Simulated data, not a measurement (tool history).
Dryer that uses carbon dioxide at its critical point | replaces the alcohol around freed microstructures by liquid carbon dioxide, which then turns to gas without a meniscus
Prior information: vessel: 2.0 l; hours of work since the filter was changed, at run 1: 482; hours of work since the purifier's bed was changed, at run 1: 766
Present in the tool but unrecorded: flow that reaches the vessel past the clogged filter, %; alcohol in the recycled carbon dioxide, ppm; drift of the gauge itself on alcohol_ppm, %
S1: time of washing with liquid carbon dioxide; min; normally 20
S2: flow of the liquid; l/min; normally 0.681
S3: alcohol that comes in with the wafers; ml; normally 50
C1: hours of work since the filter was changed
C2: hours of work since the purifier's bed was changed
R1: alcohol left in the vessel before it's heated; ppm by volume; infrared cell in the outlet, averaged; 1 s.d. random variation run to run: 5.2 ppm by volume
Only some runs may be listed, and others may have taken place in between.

run   hour  S1     S2  S3   C1   C2   R1
  1      0  20  0.681  50  482  766  193
  2   20.9  20  0.681  50  498  783  191
  3   36.9  20  0.681  50  511  796  202
  4   65.3  20  0.681  28  534  818  126
      72.7  -- inlet filter changed
  5   82.5  20  0.681  28    8  831   76
  6     97  20  0.681  28   19  843   82
  7  109.5  20  1.148  50   29  853   35
  8  138.8  20  1.148  50   53  876   25
  9  158.6  15  0.689  50   68  892  410
 10  171.9  15  0.689  50   79  902  413
 11  200.1  20  0.915  34  102  925   40
 12  222.7  20  0.915  34  120  943   48
 13  241.3  20  0.665  57  134  958  183
 14  263.4  20  1.014  57  152  975   45
 15    280  30  0.666  27  165  988   35
 16  292.2  30  0.666  27  175  998   30

Each row is a separate what-if for the run after 16, all from the same tool condition, not one after another. Results?
  A  321.6  22  0.452  47  198  1022   ?
  B  321.6  29  0.851  27  198  1022   ?
  C  321.6  17   0.47  68  198  1022   ?
  D  321.6  20  0.681  83  198  1022   ?
  E  321.6  13  0.521  39  198  1022   ?

run    R1
  A   574
  B    43
  C  1664
  D   229
  E  1505
Without the tool's unlogged condition, the same runs would have read:
run    R1
  A   454
  B    13
  C  1412
  D   156
  E  1301
